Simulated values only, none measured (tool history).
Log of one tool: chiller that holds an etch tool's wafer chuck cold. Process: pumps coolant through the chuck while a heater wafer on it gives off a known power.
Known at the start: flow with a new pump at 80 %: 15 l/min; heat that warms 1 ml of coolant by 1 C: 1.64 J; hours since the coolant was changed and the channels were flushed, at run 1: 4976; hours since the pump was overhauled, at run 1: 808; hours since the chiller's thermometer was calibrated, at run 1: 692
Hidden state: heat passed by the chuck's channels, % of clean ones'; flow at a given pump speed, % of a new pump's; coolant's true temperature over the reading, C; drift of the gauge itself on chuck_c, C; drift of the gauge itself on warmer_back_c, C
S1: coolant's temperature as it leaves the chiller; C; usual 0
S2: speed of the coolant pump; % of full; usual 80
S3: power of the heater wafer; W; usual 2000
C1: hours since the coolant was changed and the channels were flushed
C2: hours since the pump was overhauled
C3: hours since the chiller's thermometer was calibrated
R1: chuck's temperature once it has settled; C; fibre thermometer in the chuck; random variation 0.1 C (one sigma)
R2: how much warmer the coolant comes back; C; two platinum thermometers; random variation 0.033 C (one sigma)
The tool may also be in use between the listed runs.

run	day	S1	S2	S3	C1	C2	C3	R1	R2
1	0	0	80	2000	4976	808	692	16	4.92
2	3.146	0	80	2186	5051	883	767	17.6	5.47
3	6.2	9	80	2000	5125	957	840	25.1	4.93
4	8.925	9	82	2000	5190	1022	906	24.4	4.82
5	12.058	9	82	2000	5265	1097	981	24.6	4.86
6	15.346	0	92	2000	5344	1176	1060	14.4	4.26
7	17.408	0	92	2000	5394	1226	1109	14.3	4.3
8	19.142	0	92	2000	5435	1267	1151	14.2	4.18
# day 19.321: chiller's thermometer calibrated
9	21.275	0	92	2000	5485	1317	47	14.3	4.25
10	23.438	0	80	1194	5537	1369	99	9.5	2.99
11	26.238	0	80	1194	5605	1436	166	9.6	2.98
12	28.275	0	80	1194	5653	1485	215	9.6	2.98
# day 29.479: chiller's thermometer calibrated, once more
13	30.154	0	80	2000	5697	1529	16	16.2	5.02
14	32.108	0	80	2000	5744	1576	63	16.1	4.97
15	35.354	5	80	2000	5822	1654	141	21.5	4.98
16	38.333	5	80	2000	5894	1726	213	21.3	4.94
17	39.954	-8	75	2000	5933	1765	251	9.2	5.38
18	41.596	-6	84	2000	5972	1804	291	9.6	4.7
19	44.35	-6	84	2000	6038	1870	357	9.7	4.71
20	46.275	-1	90	2000	6084	1916	403	14	4.4
21	48.308	-1	90	2000	6133	1965	452	13.9	4.33
22	51.058	-3	80	1699	6199	2031	518	11.1	4.21
23	53.633	8	80	2000	6261	2093	580	24.4	5.02
24	56.321	-1	74	2560	6325	2157	644	21.4	6.97
25	58.179	-8	74	1451	6370	2202	689	4.7	3.94
26	59.917	4	73	2000	6412	2244	730	21.7	5.57
27	62.867	0	73	2000	6483	2315	801	17.8	5.58
28	65.788	0	60	1282	6553	2385	871	13.4	4.38
29	68.217	0	60	1282	6611	2443	930	13.4	4.37

Some steps in R1 between neighbouring runs. How much of each would the tool show without its hidden state too (settings, what came in, random variation), and how much is left for the hidden state, with any gauge scatter that isn't in both results?
Run 12 -> 13: S3 1194 -> 2000, chiller's thermometer calibrated, once more. R1 +6.6 C: hidden state +0.9, all else +5.7.
Run 24 -> 25: S1 -1 -> -8, S3 2560 -> 1451. R1 -16.7 C: hidden state -1.3, all else -15.4.
Run 25 -> 26: S1 -8 -> 4, S2 74 -> 73, S3 1451 -> 2000. R1 +17 C: hidden state +0.6, all else +16.4.

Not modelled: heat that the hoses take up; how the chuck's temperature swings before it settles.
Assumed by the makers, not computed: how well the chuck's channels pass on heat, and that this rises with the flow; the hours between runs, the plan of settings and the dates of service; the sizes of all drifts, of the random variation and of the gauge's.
